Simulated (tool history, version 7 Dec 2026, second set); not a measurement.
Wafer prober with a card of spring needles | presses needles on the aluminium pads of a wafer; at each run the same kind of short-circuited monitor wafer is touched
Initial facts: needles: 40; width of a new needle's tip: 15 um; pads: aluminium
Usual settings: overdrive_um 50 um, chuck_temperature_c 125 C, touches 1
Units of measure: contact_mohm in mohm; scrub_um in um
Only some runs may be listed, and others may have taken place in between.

{"run": 1, "hour": 0.0, "overdrive_um": 50, "chuck_temperature_c": 125, "touches": 1, "contact_mohm": 281, "scrub_um": 9.731}
{"hour": 2.2, "done": "tips cleaned on abrasive film"}
{"run": 2, "hour": 7.6, "overdrive_um": 50, "chuck_temperature_c": 125, "touches": 1, "contact_mohm": 280, "scrub_um": 9.719}
{"run": 3, "hour": 13.9, "overdrive_um": 50, "chuck_temperature_c": 125, "touches": 1, "contact_mohm": 287, "scrub_um": 9.724}
{"hour": 14.8, "done": "tips cleaned on abrasive film"}
{"hour": 27.0, "done": "tips cleaned on abrasive film"}
{"run": 4, "hour": 28.6, "overdrive_um": 50, "chuck_temperature_c": 125, "touches": 1, "contact_mohm": 280, "scrub_um": 9.716}
{"hour": 39.2, "done": "tips cleaned on abrasive film"}
{"run": 5, "hour": 40.9, "overdrive_um": 50, "chuck_temperature_c": 73, "touches": 1, "contact_mohm": 266, "scrub_um": 9.726}
{"run": 6, "hour": 49.8, "overdrive_um": 50, "chuck_temperature_c": 125, "touches": 1, "contact_mohm": 283, "scrub_um": 9.715}
{"hour": 52.3, "done": "tips cleaned on abrasive film"}
{"run": 7, "hour": 62.3, "overdrive_um": 50, "chuck_temperature_c": 125, "touches": 1, "contact_mohm": 284, "scrub_um": 9.713}
{"hour": 65.1, "done": "tips cleaned on abrasive film"}
{"run": 8, "hour": 71.0, "overdrive_um": 50, "chuck_temperature_c": 125, "touches": 1, "contact_mohm": 285, "scrub_um": 9.715}
{"hour": 78.3, "done": "tips cleaned on abrasive film"}
{"run": 9, "hour": 78.7, "overdrive_um": 63, "chuck_temperature_c": 125, "touches": 1, "contact_mohm": 279, "scrub_um": 12.244}
{"hour": 81.4, "done": "height of the first contact set anew"}
{"hour": 91.4, "done": "tips cleaned on abrasive film"}
{"run": 10, "hour": 91.5, "overdrive_um": 63, "chuck_temperature_c": 113, "touches": 1, "contact_mohm": 274, "scrub_um": 12.267}
{"hour": 104.2, "done": "tips cleaned on abrasive film"}
{"run": 11, "hour": 105.8, "overdrive_um": 52, "chuck_temperature_c": 113, "touches": 1, "contact_mohm": 279, "scrub_um": 10.125}
{"run": 12, "hour": 113.7, "overdrive_um": 50, "chuck_temperature_c": 125, "touches": 1, "contact_mohm": 286, "scrub_um": 9.73}
{"hour": 116.8, "done": "tips cleaned on abrasive film"}
{"run": 13, "hour": 121.4, "overdrive_um": 50, "chuck_temperature_c": 125, "touches": 1, "contact_mohm": 280, "scrub_um": 9.732}
{"hour": 129.2, "done": "tips cleaned on abrasive film"}
{"run": 14, "hour": 131.1, "overdrive_um": 50, "chuck_temperature_c": 125, "touches": 1, "contact_mohm": 283, "scrub_um": 9.732}
{"hour": 141.6, "done": "tips cleaned on abrasive film"}
{"run": 15, "hour": 145.9, "overdrive_um": 50, "chuck_temperature_c": 125, "touches": 1, "contact_mohm": 282, "scrub_um": 9.726}
{"hour": 154.1, "done": "tips cleaned on abrasive film"}
{"run": 16, "hour": 154.8, "overdrive_um": 50, "chuck_temperature_c": 125, "touches": 1, "contact_mohm": 284, "scrub_um": 9.72}
{"run": 17, "hour": 161.0, "overdrive_um": 50, "chuck_temperature_c": 125, "touches": 1, "contact_mohm": 286, "scrub_um": 9.733}
{"hour": 166.3, "done": "tips cleaned on abrasive film"}
{"run": 18, "hour": 169.4, "overdrive_um": 33, "chuck_temperature_c": 69, "touches": 1, "contact_mohm": 280, "scrub_um": 6.418}
{"hour": 179.5, "done": "tips cleaned on abrasive film"}
{"run": 19, "hour": 180.4, "overdrive_um": 33, "chuck_temperature_c": 69, "touches": 1, "contact_mohm": 279, "scrub_um": 6.42}
{"run": 20, "hour": 186.8, "overdrive_um": 33, "chuck_temperature_c": 69, "touches": 1, "contact_mohm": 275, "scrub_um": 6.416}
{"hour": 192.4, "done": "tips cleaned on abrasive film"}
{"run": 21, "hour": 193.2, "overdrive_um": 33, "chuck_temperature_c": 69, "touches": 1, "contact_mohm": 272, "scrub_um": 6.414}
{"run": 22, "hour": 201.8, "overdrive_um": 33, "chuck_temperature_c": 69, "touches": 3, "contact_mohm": 278, "scrub_um": 6.411}
{"hour": 205.5, "done": "tips cleaned on abrasive film"}
{"run": 23, "hour": 213.3, "overdrive_um": 33, "chuck_temperature_c": 43, "touches": 3, "contact_mohm": 271, "scrub_um": 6.43}
{"hour": 217.8, "done": "tips cleaned on abrasive film"}
{"run": 24, "hour": 227.3, "overdrive_um": 41, "chuck_temperature_c": 125, "touches": 3, "contact_mohm": 286, "scrub_um": 7.976}
{"hour": 230.3, "done": "tips cleaned on abrasive film"}
{"hour": 237.6, "done": "height of the first contact set anew"}
{"run": 25, "hour": 242.1, "overdrive_um": 61, "chuck_temperature_c": 35, "touches": 2, "contact_mohm": 253, "scrub_um": 11.843}
{"hour": 243.3, "done": "tips cleaned on abrasive film"}
{"run": 26, "hour": 254.2, "overdrive_um": 61, "chuck_temperature_c": 35, "touches": 2, "contact_mohm": 252, "scrub_um": 11.863}
{"hour": 256.2, "done": "tips cleaned on abrasive film"}
{"run": 27, "hour": 264.4, "overdrive_um": 47, "chuck_temperature_c": 75, "touches": 2, "contact_mohm": 270, "scrub_um": 9.149}
{"hour": 268.9, "done": "tips cleaned on abrasive film"}
{"run": 28, "hour": 273.2, "overdrive_um": 47, "chuck_temperature_c": 29, "touches": 2, "contact_mohm": 260, "scrub_um": 9.149}
{"run": 29, "hour": 279.2, "overdrive_um": 47, "chuck_temperature_c": 29, "touches": 2, "contact_mohm": 258, "scrub_um": 9.141}
{"hour": 281.1, "done": "tips cleaned on abrasive film"}
{"hour": 294.0, "done": "tips cleaned on abrasive film"}
{"run": 30, "hour": 294.1, "overdrive_um": 41, "chuck_temperature_c": 75, "touches": 3, "contact_mohm": 274, "scrub_um": 7.964}
{"run": 31, "hour": 300.1, "overdrive_um": 54, "chuck_temperature_c": 42, "touches": 3, "contact_mohm": 261, "scrub_um": 10.515}
{"hour": 306.6, "done": "tips cleaned on abrasive film"}
{"run": 32, "hour": 306.6, "overdrive_um": 32, "chuck_temperature_c": 125, "touches": 1, "contact_mohm": 294, "scrub_um": 6.237}
{"hour": 319.6, "done": "tips cleaned on abrasive film"}
{"run": 33, "hour": 321.2, "overdrive_um": 50, "chuck_temperature_c": 100, "touches": 1, "contact_mohm": 277, "scrub_um": 9.739}

What if the next run were any one of these 4? Each begins from the tool's condition after run 33:
{"hour": 331.9, "done": "tips cleaned on abrasive film"}
{"run": "A", "hour": 335.3, "overdrive_um": 48, "chuck_temperature_c": 100, "touches": 1, "contact_mohm": "?", "scrub_um": "?"}
{"hour": 331.9, "done": "tips cleaned on abrasive film"}
{"run": "B", "hour": 335.3, "overdrive_um": 68, "chuck_temperature_c": 125, "touches": 1, "contact_mohm": "?", "scrub_um": "?"}
{"hour": 331.9, "done": "tips cleaned on abrasive film"}
{"run": "C", "hour": 335.3, "overdrive_um": 32, "chuck_temperature_c": 38, "touches": 2, "contact_mohm": "?", "scrub_um": "?"}
{"hour": 331.9, "done": "tips cleaned on abrasive film"}
{"run": "D", "hour": 335.3, "overdrive_um": 41, "chuck_temperature_c": 53, "touches": 1, "contact_mohm": "?", "scrub_um": "?"}

run=A contact_mohm=280 scrub_um=9.342
run=B contact_mohm=274 scrub_um=13.235
run=C contact_mohm=267 scrub_um=6.225
run=D contact_mohm=269 scrub_um=7.976
What these runs would have given with no unlogged condition in the tool:
run=A contact_mohm=280 scrub_um=9.342
run=B contact_mohm=274 scrub_um=13.236
run=C contact_mohm=267 scrub_um=6.226
run=D contact_mohm=269 scrub_um=7.976
